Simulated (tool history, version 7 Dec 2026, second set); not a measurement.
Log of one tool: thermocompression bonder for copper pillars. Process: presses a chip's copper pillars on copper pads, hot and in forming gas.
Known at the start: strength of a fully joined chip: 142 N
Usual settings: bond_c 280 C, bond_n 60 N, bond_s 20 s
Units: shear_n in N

{"run": 1, "hour": 0.0, "bond_c": 280, "bond_n": 60, "bond_s": 20, "shear_n": 56.6}
{"run": 2, "hour": 10.4, "bond_c": 280, "bond_n": 60, "bond_s": 20, "shear_n": 56.8}
{"run": 3, "hour": 24.6, "bond_c": 280, "bond_n": 60, "bond_s": 20, "shear_n": 56.7}
{"run": 4, "hour": 35.1, "bond_c": 280, "bond_n": 60, "bond_s": 49, "shear_n": 77.2}
{"run": 5, "hour": 49.6, "bond_c": 280, "bond_n": 60, "bond_s": 20, "shear_n": 56.7}
{"run": 6, "hour": 62.2, "bond_c": 280, "bond_n": 60, "bond_s": 20, "shear_n": 56.1}
{"run": 7, "hour": 76.5, "bond_c": 280, "bond_n": 60, "bond_s": 20, "shear_n": 56.4}
{"hour": 86.3, "done": "forming gas filter changed"}
{"run": 8, "hour": 88.7, "bond_c": 280, "bond_n": 60, "bond_s": 20, "shear_n": 59.8}
{"run": 9, "hour": 98.7, "bond_c": 280, "bond_n": 60, "bond_s": 20, "shear_n": 60.3}
{"run": 10, "hour": 108.5, "bond_c": 280, "bond_n": 90, "bond_s": 20, "shear_n": 77.3}
{"run": 11, "hour": 117.1, "bond_c": 280, "bond_n": 90, "bond_s": 48, "shear_n": 99.1}
{"run": 12, "hour": 124.8, "bond_c": 280, "bond_n": 90, "bond_s": 48, "shear_n": 99.6}
{"run": 13, "hour": 139.8, "bond_c": 280, "bond_n": 90, "bond_s": 48, "shear_n": 99.4}
{"run": 14, "hour": 152.3, "bond_c": 280, "bond_n": 60, "bond_s": 20, "shear_n": 59.5}
{"run": 15, "hour": 158.9, "bond_c": 280, "bond_n": 60, "bond_s": 20, "shear_n": 60.4}
{"run": 16, "hour": 167.8, "bond_c": 280, "bond_n": 60, "bond_s": 20, "shear_n": 59.4}
{"run": 17, "hour": 180.1, "bond_c": 280, "bond_n": 51, "bond_s": 20, "shear_n": 53.6}
{"run": 18, "hour": 191.5, "bond_c": 280, "bond_n": 51, "bond_s": 20, "shear_n": 53.2}
{"run": 19, "hour": 204.0, "bond_c": 280, "bond_n": 51, "bond_s": 20, "shear_n": 54}
{"run": 20, "hour": 219.1, "bond_c": 280, "bond_n": 51, "bond_s": 20, "shear_n": 53.4}
{"run": 21, "hour": 231.8, "bond_c": 280, "bond_n": 51, "bond_s": 20, "shear_n": 53.4}
{"run": 22, "hour": 242.8, "bond_c": 280, "bond_n": 51, "bond_s": 20, "shear_n": 53.2}
{"run": 23, "hour": 255.0, "bond_c": 280, "bond_n": 51, "bond_s": 20, "shear_n": 53.3}
{"run": 24, "hour": 262.1, "bond_c": 280, "bond_n": 84, "bond_s": 11, "shear_n": 59.2}
{"run": 25, "hour": 276.8, "bond_c": 279, "bond_n": 74, "bond_s": 10, "shear_n": 51.6}
{"run": 26, "hour": 288.8, "bond_c": 256, "bond_n": 74, "bond_s": 26, "shear_n": 56}
{"run": 27, "hour": 298.1, "bond_c": 256, "bond_n": 74, "bond_s": 26, "shear_n": 56.4}
{"hour": 301.2, "done": "heater calibrated with a thermocouple chip"}
{"run": 28, "hour": 307.4, "bond_c": 290, "bond_n": 60, "bond_s": 17, "shear_n": 62.7}
{"run": 29, "hour": 317.9, "bond_c": 256, "bond_n": 58, "bond_s": 51, "shear_n": 61.7}
{"run": 30, "hour": 331.5, "bond_c": 256, "bond_n": 58, "bond_s": 51, "shear_n": 61.9}
{"run": 31, "hour": 339.9, "bond_c": 256, "bond_n": 58, "bond_s": 51, "shear_n": 62}
{"run": 32, "hour": 349.9, "bond_c": 298, "bond_n": 54, "bond_s": 10, "shear_n": 52.4}
{"run": 33, "hour": 357.8, "bond_c": 258, "bond_n": 60, "bond_s": 11, "shear_n": 34.9}
{"run": 34, "hour": 370.1, "bond_c": 258, "bond_n": 60, "bond_s": 11, "shear_n": 35.2}
{"run": 35, "hour": 379.3, "bond_c": 258, "bond_n": 60, "bond_s": 11, "shear_n": 35.1}
{"hour": 391.3, "done": "heater calibrated with a thermocouple chip, once more"}
{"run": 36, "hour": 392.1, "bond_c": 302, "bond_n": 56, "bond_s": 11, "shear_n": 53.4}
{"run": 37, "hour": 405.3, "bond_c": 268, "bond_n": 47, "bond_s": 14, "shear_n": 33.8}
{"run": 38, "hour": 414.1, "bond_c": 268, "bond_n": 47, "bond_s": 14, "shear_n": 33.8}
{"run": 39, "hour": 428.8, "bond_c": 268, "bond_n": 73, "bond_s": 22, "shear_n": 55.7}
{"run": 40, "hour": 443.1, "bond_c": 255, "bond_n": 78, "bond_s": 23, "shear_n": 49.9}
{"run": 41, "hour": 453.0, "bond_c": 255, "bond_n": 78, "bond_s": 23, "shear_n": 49.9}

Hidden state or all else? Some run-to-run changes of shear_n, split into what the settings, what came in and random variation would give without the hidden state, and what is left for the hidden state (with any gauge scatter that isn't in both results):
The hidden state here: true temperature of the bond over the reading, C; force that reaches the chip, % of what is set; oxide that the forming gas leaves, % of the face; drift of the gauge itself on shear_n, %.
Run 7 -> 8: forming gas filter changed. shear_n +3.4 N: hidden state +4, all else -0.6.
Run 10 -> 11: bond_s 20 -> 48. shear_n +21.8 N: hidden state +0, all else +21.8.
Run 13 -> 14: bond_n 90 -> 60, bond_s 48 -> 20. shear_n -39.9 N: hidden state -0.4, all else -39.5.
Run 31 -> 32: bond_c 256 -> 298, bond_n 58 -> 54, bond_s 51 -> 10. shear_n -9.6 N: hidden state -0.9, all else -8.7.
Run 35 -> 36: bond_c 258 -> 302, bond_n 60 -> 56, heater calibrated with a thermocouple chip, once more. shear_n +18.3 N: hidden state -4.1, all else +22.4.
Run 38 -> 39: bond_n 47 -> 73, bond_s 14 -> 22. shear_n +21.9 N: hidden state -0.9, all else +22.8.
